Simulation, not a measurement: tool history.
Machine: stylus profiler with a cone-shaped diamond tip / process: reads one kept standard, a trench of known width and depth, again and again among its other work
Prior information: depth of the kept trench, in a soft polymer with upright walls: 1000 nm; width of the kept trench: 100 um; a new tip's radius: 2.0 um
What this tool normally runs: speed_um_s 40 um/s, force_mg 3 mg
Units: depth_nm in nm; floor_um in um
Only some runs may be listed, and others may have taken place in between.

{"run": 1, "day": 0.0, "speed_um_s": 40, "force_mg": 3, "depth_nm": 1013.96, "floor_um": 96.38}
{"run": 2, "day": 0.754, "speed_um_s": 74, "force_mg": 3, "depth_nm": 1014.15, "floor_um": 96.3}
{"run": 3, "day": 1.679, "speed_um_s": 74, "force_mg": 3, "depth_nm": 1013.7, "floor_um": 96.33}
{"run": 4, "day": 2.558, "speed_um_s": 40, "force_mg": 3, "depth_nm": 1014.11, "floor_um": 96.37}
{"run": 5, "day": 3.283, "speed_um_s": 40, "force_mg": 3, "depth_nm": 1013.92, "floor_um": 96.41}
{"run": 6, "day": 4.171, "speed_um_s": 40, "force_mg": 3, "depth_nm": 1013.92, "floor_um": 96.32}
{"run": 7, "day": 4.992, "speed_um_s": 40, "force_mg": 3, "depth_nm": 1014.19, "floor_um": 96.33}
{"run": 8, "day": 6.133, "speed_um_s": 40, "force_mg": 3, "depth_nm": 1014.52, "floor_um": 96.34}
{"run": 9, "day": 6.683, "speed_um_s": 65, "force_mg": 3, "depth_nm": 1014.21, "floor_um": 96.27}
{"run": 10, "day": 7.483, "speed_um_s": 30, "force_mg": 3, "depth_nm": 1014.1, "floor_um": 96.36}
{"run": 11, "day": 8.525, "speed_um_s": 30, "force_mg": 3, "depth_nm": 1014.56, "floor_um": 96.26}
{"run": 12, "day": 9.671, "speed_um_s": 40, "force_mg": 3, "depth_nm": 1014.52, "floor_um": 96.35}
{"run": 13, "day": 10.783, "speed_um_s": 16, "force_mg": 3, "depth_nm": 1014.79, "floor_um": 96.31}
{"run": 14, "day": 11.662, "speed_um_s": 16, "force_mg": 3, "depth_nm": 1014.64, "floor_um": 96.34}
{"run": 15, "day": 12.775, "speed_um_s": 16, "force_mg": 3, "depth_nm": 1014.39, "floor_um": 96.3}
{"run": 16, "day": 13.825, "speed_um_s": 40, "force_mg": 3, "depth_nm": 1015.17, "floor_um": 96.23}
{"run": 17, "day": 14.488, "speed_um_s": 40, "force_mg": 3, "depth_nm": 1015.01, "floor_um": 96.27}
{"run": 18, "day": 15.075, "speed_um_s": 40, "force_mg": 3, "depth_nm": 1014.44, "floor_um": 96.22}
{"run": 19, "day": 15.604, "speed_um_s": 40, "force_mg": 8.02, "depth_nm": 1027.71, "floor_um": 96.3}
{"run": 20, "day": 16.292, "speed_um_s": 40, "force_mg": 8.02, "depth_nm": 1027.52, "floor_um": 96.2}
{"run": 21, "day": 17.192, "speed_um_s": 40, "force_mg": 8.02, "depth_nm": 1027.66, "floor_um": 96.22}
{"run": 22, "day": 17.746, "speed_um_s": 40, "force_mg": 8.02, "depth_nm": 1027.82, "floor_um": 96.27}
{"run": 23, "day": 18.925, "speed_um_s": 40, "force_mg": 3, "depth_nm": 1015.63, "floor_um": 96.16}
{"run": 24, "day": 19.446, "speed_um_s": 57, "force_mg": 6.9, "depth_nm": 1025.35, "floor_um": 96.22}
{"run": 25, "day": 20.317, "speed_um_s": 20, "force_mg": 6.9, "depth_nm": 1025.16, "floor_um": 96.22}
{"run": 26, "day": 20.883, "speed_um_s": 12, "force_mg": 5.63, "depth_nm": 1021.88, "floor_um": 96.27}
{"run": 27, "day": 21.742, "speed_um_s": 12, "force_mg": 5.63, "depth_nm": 1022.33, "floor_um": 96.26}
{"run": 28, "day": 22.692, "speed_um_s": 25, "force_mg": 1.13, "depth_nm": 1009.05, "floor_um": 96.12}
{"run": 29, "day": 23.408, "speed_um_s": 28, "force_mg": 3, "depth_nm": 1015.42, "floor_um": 96.15}
{"run": 30, "day": 23.888, "speed_um_s": 28, "force_mg": 3, "depth_nm": 1015.49, "floor_um": 96.21}
{"run": 31, "day": 24.904, "speed_um_s": 28, "force_mg": 3, "depth_nm": 1015.56, "floor_um": 96.22}
{"run": 32, "day": 25.904, "speed_um_s": 93, "force_mg": 5.75, "depth_nm": 1022.82, "floor_um": 96.09}
{"run": 33, "day": 26.588, "speed_um_s": 23, "force_mg": 3, "depth_nm": 1015.87, "floor_um": 96.15}
{"run": 34, "day": 27.5, "speed_um_s": 28, "force_mg": 2.1, "depth_nm": 1013.14, "floor_um": 96.15}
{"run": 35, "day": 28.279, "speed_um_s": 28, "force_mg": 2.7, "depth_nm": 1014.88, "floor_um": 96.12}
{"run": 36, "day": 28.758, "speed_um_s": 28, "force_mg": 2.7, "depth_nm": 1015.36, "floor_um": 96.1}
{"run": 37, "day": 29.612, "speed_um_s": 62, "force_mg": 3.67, "depth_nm": 1017.99, "floor_um": 96.09}
{"run": 38, "day": 30.304, "speed_um_s": 12, "force_mg": 3.67, "depth_nm": 1018.45, "floor_um": 96.22}
{"run": 39, "day": 30.925, "speed_um_s": 11, "force_mg": 8.59, "depth_nm": 1029.59, "floor_um": 96.15}
{"run": 40, "day": 31.892, "speed_um_s": 40, "force_mg": 1.18, "depth_nm": 1010.36, "floor_um": 96.09}
{"run": 41, "day": 32.792, "speed_um_s": 108, "force_mg": 3, "depth_nm": 1016.52, "floor_um": 95.98}
{"run": 42, "day": 33.571, "speed_um_s": 38, "force_mg": 4.23, "depth_nm": 1020.02, "floor_um": 96.08}
{"run": 43, "day": 34.221, "speed_um_s": 20, "force_mg": 2.92, "depth_nm": 1016.11, "floor_um": 96.14}
{"run": 44, "day": 35.396, "speed_um_s": 21, "force_mg": 1.1, "depth_nm": 1009.69, "floor_um": 96.11}
{"run": 45, "day": 36.225, "speed_um_s": 21, "force_mg": 1.1, "depth_nm": 1010.24, "floor_um": 96.08}
{"run": 46, "day": 37.388, "speed_um_s": 28, "force_mg": 6.46, "depth_nm": 1025.09, "floor_um": 96.11}

Here are 5 independent what-if runs from the current tool condition. What would each one return?
{"run": "A", "day": 38.321, "speed_um_s": 86, "force_mg": 1.15, "depth_nm": "?", "floor_um": "?"}
{"run": "B", "day": 38.321, "speed_um_s": 89, "force_mg": 4.36, "depth_nm": "?", "floor_um": "?"}
{"run": "C", "day": 38.321, "speed_um_s": 28, "force_mg": 9, "depth_nm": "?", "floor_um": "?"}
{"run": "D", "day": 38.321, "speed_um_s": 49, "force_mg": 1.89, "depth_nm": "?", "floor_um": "?"}
{"run": "E", "day": 38.321, "speed_um_s": 13, "force_mg": 3, "depth_nm": "?", "floor_um": "?"}

run=A depth_nm=1010.37 floor_um=95.83
run=B depth_nm=1020.75 floor_um=95.98
run=C depth_nm=1031.15 floor_um=96.11
run=D depth_nm=1013.23 floor_um=95.99
run=E depth_nm=1016.78 floor_um=96.05
What these runs would have given with no unlogged condition in the tool:
run=A depth_nm=1006.9 floor_um=96.23
run=B depth_nm=1017.24 floor_um=96.39
run=C depth_nm=1027.61 floor_um=96.52
run=D depth_nm=1009.75 floor_um=96.4
run=E depth_nm=1013.29 floor_um=96.46
